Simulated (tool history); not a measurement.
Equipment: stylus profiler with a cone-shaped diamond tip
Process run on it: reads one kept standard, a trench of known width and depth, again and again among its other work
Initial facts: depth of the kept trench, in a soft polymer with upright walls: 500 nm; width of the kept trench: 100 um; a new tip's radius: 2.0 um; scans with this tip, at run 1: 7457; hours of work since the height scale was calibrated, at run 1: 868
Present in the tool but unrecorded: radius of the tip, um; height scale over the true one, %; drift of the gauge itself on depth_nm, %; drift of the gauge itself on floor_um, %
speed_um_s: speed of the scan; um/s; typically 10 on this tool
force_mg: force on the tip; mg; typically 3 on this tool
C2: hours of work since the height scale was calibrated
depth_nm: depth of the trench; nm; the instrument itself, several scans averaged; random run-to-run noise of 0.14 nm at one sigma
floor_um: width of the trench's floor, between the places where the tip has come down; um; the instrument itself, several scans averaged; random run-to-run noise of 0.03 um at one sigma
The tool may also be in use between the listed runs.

{"run": 1, "day": 0.0, "speed_um_s": 10, "force_mg": 3, "scans with this tip": 7457, "C2": 868, "depth_nm": 503.99, "floor_um": 96.89}
{"run": 2, "day": 3.029, "speed_um_s": 10, "force_mg": 4.12, "scans with this tip": 7723, "C2": 899, "depth_nm": 504.95, "floor_um": 96.88}
{"run": 3, "day": 6.292, "speed_um_s": 10, "force_mg": 3, "scans with this tip": 8010, "C2": 933, "depth_nm": 503.73, "floor_um": 96.89}
{"run": 4, "day": 9.233, "speed_um_s": 10, "force_mg": 3, "scans with this tip": 8268, "C2": 963, "depth_nm": 503.83, "floor_um": 96.82}
{"run": 5, "day": 11.183, "speed_um_s": 10, "force_mg": 3.13, "scans with this tip": 8440, "C2": 983, "depth_nm": 503.9, "floor_um": 96.79}
{"run": 6, "day": 14.888, "speed_um_s": 10, "force_mg": 6.63, "scans with this tip": 8766, "C2": 1021, "depth_nm": 507.26, "floor_um": 96.81}
{"run": 7, "day": 17.733, "speed_um_s": 13, "force_mg": 5.54, "scans with this tip": 9016, "C2": 1050, "depth_nm": 506.5, "floor_um": 96.8}
{"run": 8, "day": 19.921, "speed_um_s": 10, "force_mg": 5.11, "scans with this tip": 9208, "C2": 1072, "depth_nm": 505.8, "floor_um": 96.8}
{"run": 9, "day": 22.608, "speed_um_s": 12, "force_mg": 4.2, "scans with this tip": 9444, "C2": 1100, "depth_nm": 504.9, "floor_um": 96.82}
{"run": 10, "day": 25.975, "speed_um_s": 7, "force_mg": 4.91, "scans with this tip": 9740, "C2": 1134, "depth_nm": 505.51, "floor_um": 96.8}
{"run": 11, "day": 29.054, "speed_um_s": 28, "force_mg": 3, "scans with this tip": 10011, "C2": 1166, "depth_nm": 503.16, "floor_um": 96.63}

Predict each of these 3 candidate next runs independently; none follows another, all start after run 11:
{"run": "A", "day": 31.779, "speed_um_s": 5, "force_mg": 4.8, "scans with this tip": 10250, "C2": 1194, "depth_nm": "?", "floor_um": "?"}
{"run": "B", "day": 31.779, "speed_um_s": 3, "force_mg": 1.98, "scans with this tip": 10250, "C2": 1194, "depth_nm": "?", "floor_um": "?"}
{"run": "C", "day": 31.779, "speed_um_s": 20, "force_mg": 4.48, "scans with this tip": 10250, "C2": 1194, "depth_nm": "?", "floor_um": "?"}

run=A depth_nm=504.98 floor_um=96.74
run=B depth_nm=501.55 floor_um=96.74
run=C depth_nm=504.79 floor_um=96.74
Stripped of hidden state, with their random variation kept, the same runs would have yielded:
run=A depth_nm=507.78 floor_um=97.33
run=B depth_nm=504.34 floor_um=97.33
run=C depth_nm=507.6 floor_um=97.33
